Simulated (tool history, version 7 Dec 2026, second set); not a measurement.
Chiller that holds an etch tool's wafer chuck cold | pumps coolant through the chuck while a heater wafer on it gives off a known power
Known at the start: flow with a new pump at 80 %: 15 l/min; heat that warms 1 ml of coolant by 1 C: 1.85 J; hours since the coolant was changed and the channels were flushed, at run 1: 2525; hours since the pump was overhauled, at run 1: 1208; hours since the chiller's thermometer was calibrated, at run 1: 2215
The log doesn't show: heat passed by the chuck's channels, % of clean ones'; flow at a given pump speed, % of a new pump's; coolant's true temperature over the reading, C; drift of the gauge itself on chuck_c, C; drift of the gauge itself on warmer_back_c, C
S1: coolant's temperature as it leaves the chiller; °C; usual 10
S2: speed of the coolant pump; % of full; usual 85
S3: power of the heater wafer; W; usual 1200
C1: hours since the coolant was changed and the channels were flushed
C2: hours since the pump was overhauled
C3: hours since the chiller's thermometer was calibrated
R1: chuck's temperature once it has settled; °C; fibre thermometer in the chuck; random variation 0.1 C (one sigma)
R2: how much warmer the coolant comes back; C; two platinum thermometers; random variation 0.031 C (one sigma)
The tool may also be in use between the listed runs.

run 1 day=0.000 | S1=10 S2=85 S3=1200 | C1=2525 C2=1208 C3=2215 | R1=18.2 R2=2.43
run 2 day=0.888 | S1=10 S2=85 S3=1200 | C1=2546 C2=1229 C3=2236 | R1=17.9 R2=2.45
run 3 day=2.117 | S1=17 S2=85 S3=1200 | C1=2575 C2=1258 C3=2266 | R1=25.1 R2=2.40
run 4 day=3.850 | S1=17 S2=85 S3=1200 | C1=2617 C2=1300 C3=2307 | R1=25.1 R2=2.42
run 5 day=4.704 | S1=17 S2=85 S3=1200 | C1=2638 C2=1320 C3=2328 | R1=25.2 R2=2.43
run 6 day=6.396 | S1=2 S2=85 S3=1200 | C1=2678 C2=1361 C3=2368 | R1=10.2 R2=2.36
run 7 day=8.042 | S1=5 S2=85 S3=1200 | C1=2718 C2=1401 C3=2408 | R1=13.1 R2=2.46
run 8 day=9.208 | S1=5 S2=85 S3=1200 | C1=2746 C2=1429 C3=2436 | R1=13.0 R2=2.48
run 9 day=10.233 | S1=10 S2=61 S3=1200 | C1=2770 C2=1453 C3=2460 | R1=20.9 R2=3.58
run 10 day=11.229 | S1=10 S2=61 S3=1200 | C1=2794 C2=1477 C3=2484 | R1=20.8 R2=3.55
run 11 day=13.042 | S1=10 S2=61 S3=1200 | C1=2838 C2=1521 C3=2528 | R1=20.8 R2=3.54
run 12 day=13.962 | S1=10 S2=61 S3=1200 | C1=2860 C2=1543 C3=2550 | R1=20.7 R2=3.51
run 13 day=15.817 | S1=10 S2=85 S3=1200 | C1=2904 C2=1587 C3=2594 | R1=18.2 R2=2.41
run 14 day=17.583 | S1=10 S2=88 S3=1200 | C1=2947 C2=1630 C3=2637 | R1=17.9 R2=2.33
run 15 day=18.592 | S1=10 S2=66 S3=1200 | C1=2971 C2=1654 C3=2661 | R1=20.1 R2=3.24
run 16 day=19.533 | S1=10 S2=66 S3=1200 | C1=2993 C2=1676 C3=2684 | R1=20.1 R2=3.24
run 17 day=20.808 | S1=10 S2=85 S3=1007 | C1=3024 C2=1707 C3=2714 | R1=16.9 R2=2.05
run 18 day=22.208 | S1=10 S2=85 S3=1680 | C1=3058 C2=1741 C3=2748 | R1=21.3 R2=3.43
run 19 day=23.112 | S1=13 S2=87 S3=627 | C1=3079 C2=1762 C3=2770 | R1=17.2 R2=1.25
run 20 day=23.950 | S1=18 S2=91 S3=1297 | C1=3099 C2=1782 C3=2790 | R1=26.3 R2=2.40
run 21 day=25.825 | S1=10 S2=85 S3=1145 | C1=3144 C2=1827 C3=2835 | R1=17.8 R2=2.32
run 22 day=26.700 | S1=3 S2=72 S3=1159 | C1=3165 C2=1848 C3=2856 | R1=12.1 R2=2.83
run 23 day=28.300 | S1=17 S2=61 S3=1200 | C1=3204 C2=1887 C3=2894 | R1=28.0 R2=3.50
run 24 day=29.312 | S1=5 S2=77 S3=1129 | C1=3228 C2=1911 C3=2918 | R1=13.3 R2=2.56
run 25 day=30.742 | S1=14 S2=87 S3=1200 | C1=3262 C2=1945 C3=2953 | R1=21.8 R2=2.41
run 26 day=32.542 | S1=14 S2=87 S3=1200 | C1=3306 C2=1989 C3=2996 | R1=22.2 R2=2.38
run 27 day=34.358 | S1=18 S2=97 S3=816 | C1=3349 C2=2032 C3=3039 | R1=22.9 R2=1.45
run 28 day=36.150 | S1=18 S2=97 S3=816 | C1=3392 C2=2075 C3=3082 | R1=22.9 R2=1.40
run 29 day=37.538 | S1=10 S2=70 S3=1791 | C1=3426 C2=2108 C3=3116 | R1=24.2 R2=4.56
run 30 day=39.438 | S1=10 S2=72 S3=828 | C1=3471 C2=2154 C3=3161 | R1=16.5 R2=2.04
run 31 day=40.558 | S1=10 S2=80 S3=1697 | C1=3498 C2=2181 C3=3188 | R1=22.2 R2=3.74

3 ways to go on from here, each from the tool as it stands after run 31. What would each give?
run A day=41.362 | S1=10 S2=85 S3=1398 | C1=3517 C2=2200 C3=3208 | R1=? R2=?
run B day=41.362 | S1=10 S2=76 S3=955 | C1=3517 C2=2200 C3=3208 | R1=? R2=?
run C day=41.362 | S1=1 S2=94 S3=1396 | C1=3517 C2=2200 C3=3208 | R1=? R2=?

run=A R1=19.3 R2=2.88
run=B R1=17.2 R2=2.20
run=C R1=9.8 R2=2.49
Without the tool's hidden state the same runs would have given:
run=A R1=19.3 R2=2.87
run=B R1=17.1 R2=2.19
run=C R1=9.7 R2=2.48
